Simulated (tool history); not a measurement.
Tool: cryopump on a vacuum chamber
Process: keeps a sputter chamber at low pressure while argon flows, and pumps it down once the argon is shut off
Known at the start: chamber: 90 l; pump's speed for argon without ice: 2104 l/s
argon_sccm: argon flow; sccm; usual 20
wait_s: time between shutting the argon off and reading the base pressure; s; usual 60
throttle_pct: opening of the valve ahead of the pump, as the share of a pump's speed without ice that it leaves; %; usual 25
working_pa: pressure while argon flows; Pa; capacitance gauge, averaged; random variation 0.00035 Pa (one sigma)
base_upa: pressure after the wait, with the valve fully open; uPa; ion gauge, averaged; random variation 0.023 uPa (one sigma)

run    hour  argon_sccm  wait_s  throttle_pct  working_pa  base_upa
  1     0.0          20      60            25      0.0644      1.17
  2    44.0          20      60            25      0.0646      1.25
  3    81.7          20      60            25      0.0651      1.25
  4   118.8          20      60            25      0.0656      1.24
  5   160.5          20      60            54      0.0306      1.26
  6   182.4          20      60            54      0.0318      1.29
  7   215.1          20      60            54      0.0313      1.30
  8   258.0          20     122            25      0.0657      0.88
  9   286.3          20     122            25      0.0656      0.95
 10   315.1          20     122            25      0.0652      0.99
 11   359.4          20     122            25      0.0657      0.97
 12   404.0          20     122            25      0.0664      0.95
 13   452.8          20     122            25      0.0661      0.93
 14   497.9          20     122            25      0.0664      1.05
 15   534.7          20      60            25      0.0668      1.36
 16   572.5          20      60            25      0.0664      1.34
 17   613.0          20      60            19      0.0872      1.42
 18   655.6          11      62            21      0.0428      1.43
 19   696.8          22      34            16      0.1132      1.93
      726.1  -- pump warmed up, emptied and cooled again
 20   736.6          22      48            47      0.0378      1.51
 21   756.9          22      48            47      0.0383      1.46
 22   789.2          22      48            47      0.0377      1.52
 23   814.7          30      39            19      0.1273      1.70
 24   844.9          13      32            20      0.0525      1.86
 25   865.6          26     108            20      0.1044      1.05
 26   894.8          18     105            37      0.0394      1.11
 27   943.5          23      60            25      0.0750      1.38
 28   977.6          26      60            25      0.0844      1.34
 29  1018.8          25     163            57      0.0363      1.01
 30  1067.5           9      97            26      0.0284      1.17
 31  1095.5          16     102            26      0.0498      1.14
 32  1132.7          16     102            26      0.0500      1.18
 33  1161.9          20     291            25      0.0650      0.93
 34  1188.6          20     193            18      0.0899      1.00

Forecast each of these 3 alternatives for the next run:
  A  1238.1          12      38            56           ?         ?
  B  1238.1          14     193            18           ?         ?
  C  1238.1          37      44            54           ?         ?

run  working_pa  base_upa
  A      0.0181      1.92
  B      0.0635      1.00
  C      0.0577      1.68
Without the tool's hidden state the same runs would have given:
run  working_pa  base_upa
  A      0.0173      1.25
  B      0.0626      0.36
  C      0.0552      1.02
